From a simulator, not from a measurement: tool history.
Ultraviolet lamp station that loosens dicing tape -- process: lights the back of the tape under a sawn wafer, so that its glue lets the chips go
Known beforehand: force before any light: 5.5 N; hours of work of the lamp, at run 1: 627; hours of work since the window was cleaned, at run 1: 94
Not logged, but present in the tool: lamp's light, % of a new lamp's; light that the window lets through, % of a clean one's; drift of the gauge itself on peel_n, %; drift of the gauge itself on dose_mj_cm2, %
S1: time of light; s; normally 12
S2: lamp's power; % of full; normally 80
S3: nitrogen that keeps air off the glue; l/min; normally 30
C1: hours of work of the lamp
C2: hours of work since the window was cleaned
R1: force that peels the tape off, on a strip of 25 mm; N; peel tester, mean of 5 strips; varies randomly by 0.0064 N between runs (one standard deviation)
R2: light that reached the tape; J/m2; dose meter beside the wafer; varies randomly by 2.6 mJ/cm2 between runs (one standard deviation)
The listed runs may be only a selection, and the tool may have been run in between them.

Run 1, day 0: usual settings; C1 627; C2 94. Result: R1 0.464 N, R2 2180 J/m2.
At day 0.204: lamp changed.
Run 2, day 2.304: usual settings; C1 28; C2 125. Result: R1 0.211 N, R2 3150 J/m2.
Run 3, day 4.679: usual settings; C1 61; C2 157. Result: R1 0.23 N, R2 3090 J/m2.
Run 4, day 5.925: usual settings; C1 78; C2 174. Result: R1 0.222 N, R2 3050 J/m2.
Run 5, day 7.429: usual settings; C1 98; C2 194. Result: R1 0.233 N, R2 2970 J/m2.
Run 6, day 8.417: usual settings; C1 111; C2 208. Result: R1 0.244 N, R2 2910 J/m2.
Run 7, day 10.45: usual settings but S1 7 s; C1 139; C2 235. Result: R1 0.778 N, R2 1700 J/m2.
Run 8, day 12.65: usual settings but S1 7 s; C1 169; C2 265. Result: R1 0.816 N, R2 1660 J/m2.
Run 9, day 13.7: usual settings but S1 7 s; C1 183; C2 279. Result: R1 0.85 N, R2 1630 J/m2.
Run 10, day 15.433: usual settings but S1 7 s; C1 207; C2 303. Result: R1 0.847 N, R2 1600 J/m2.
Run 11, day 17.312: usual settings but S1 7 s; C1 232; C2 328. Result: R1 0.857 N, R2 1590 J/m2.
Run 12, day 18.308: usual settings but S1 7 s; C1 246; C2 342. Result: R1 0.943 N, R2 1540 J/m2.
Run 13, day 19.717: usual settings but S1 7 s; C1 265; C2 361. Result: R1 0.905 N, R2 1540 J/m2.
Run 14, day 22.054: usual settings but S1 7 s; C1 296; C2 393. Result: R1 0.947 N, R2 1480 J/m2.
Run 15, day 24.142: usual settings; C1 325; C2 421. Result: R1 0.35 N, R2 2510 J/m2.
Run 16, day 26.512: usual settings but S1 9 s, S2 75 % of full, S3 11 l/min; C1 357; C2 453. Result: R1 1.135 N, R2 1740 J/m2.
Run 17, day 28.642: usual settings but S1 9 s, S2 75 % of full, S3 11 l/min; C1 386; C2 482. Result: R1 1.127 N, R2 1680 J/m2.
Run 18, day 30.104: usual settings but S1 7 s, S2 75 % of full, S3 11 l/min; C1 406; C2 502. Result: R1 1.634 N, R2 1290 J/m2.
Run 19, day 31.167: usual settings but S1 7 s, S2 75 % of full, S3 11 l/min; C1 420; C2 516. Result: R1 1.641 N, R2 1270 J/m2.
Run 20, day 32.296: usual settings but S1 14 s, S2 65 % of full, S3 11 l/min; C1 435; C2 532. Result: R1 0.789 N, R2 2150 J/m2.
Run 21, day 33.554: usual settings but S2 89 % of full, S3 22 l/min; C1 452; C2 549. Result: R1 0.416 N, R2 2520 J/m2.
Run 22, day 34.733: usual settings but S2 89 % of full, S3 22 l/min; C1 468; C2 565. Result: R1 0.431 N, R2 2440 J/m2.
At day 36.129: window cleaned of glue's vapour.
Run 23, day 36.642: usual settings but S1 10 s, S2 62 % of full, S3 32 l/min; C1 494; C2 7. Result: R1 0.866 N, R2 1580 J/m2.
Run 24, day 38.75: usual settings but S1 10 s, S2 62 % of full, S3 32 l/min; C1 523; C2 36. Result: R1 0.893 N, R2 1520 J/m2.
Run 25, day 40.55: usual settings but S1 11 s, S2 62 % of full, S3 21 l/min; C1 547; C2 60. Result: R1 0.937 N, R2 1690 J/m2.
Run 26, day 41.762: usual settings but S1 13 s, S2 62 % of full, S3 21 l/min; C1 563; C2 76. Result: R1 0.717 N, R2 1920 J/m2.
Run 27, day 43.188: usual settings but S1 13 s, S2 62 % of full, S3 21 l/min; C1 583; C2 96. Result: R1 0.737 N, R2 1900 J/m2.
Run 28, day 44.162: usual settings but S1 13 s, S2 70 % of full, S3 11 l/min; C1 596; C2 109. Result: R1 0.814 N, R2 2130 J/m2.
Run 29, day 46.083: usual settings but S1 13 s, S2 70 % of full, S3 11 l/min; C1 622; C2 135. Result: R1 0.837 N, R2 2080 J/m2.
At day 46.6: lamp changed.
Run 30, day 48.125: usual settings but S1 23 s, S2 89 % of full, S3 22 l/min; C1 21; C2 162. Result: R1 0.106 N, R2 6670 J/m2.

Here are 4 independent what-if runs from the current tool condition. What would each one return?
Run A, day 49.358: usual settings but S1 16 s, S2 63 % of full, S3 19 l/min; C1 37; C2 179. Result: R1 ?, R2 ?.
Run B, day 49.358: usual settings but S1 23 s, S2 96 % of full, S3 19 l/min; C1 37; C2 179. Result: R1 ?, R2 ?.
Run C, day 49.358: usual settings but S1 7 s, S2 87 % of full, S3 16 l/min; C1 37; C2 179. Result: R1 ?, R2 ?.
Run D, day 49.358: usual settings but S3 58 l/min; C1 37; C2 179. Result: R1 ?, R2 ?.

run     R1    R2
  A  0.259  3250
  B  0.105  7100
  C  0.779  1970
  D  0.176  3090
Without the tool's unlogged condition, the same runs would have read:
run     R1    R2
  A  0.225  3470
  B  0.105  7590
  C  0.689  2110
  D  0.156  3310

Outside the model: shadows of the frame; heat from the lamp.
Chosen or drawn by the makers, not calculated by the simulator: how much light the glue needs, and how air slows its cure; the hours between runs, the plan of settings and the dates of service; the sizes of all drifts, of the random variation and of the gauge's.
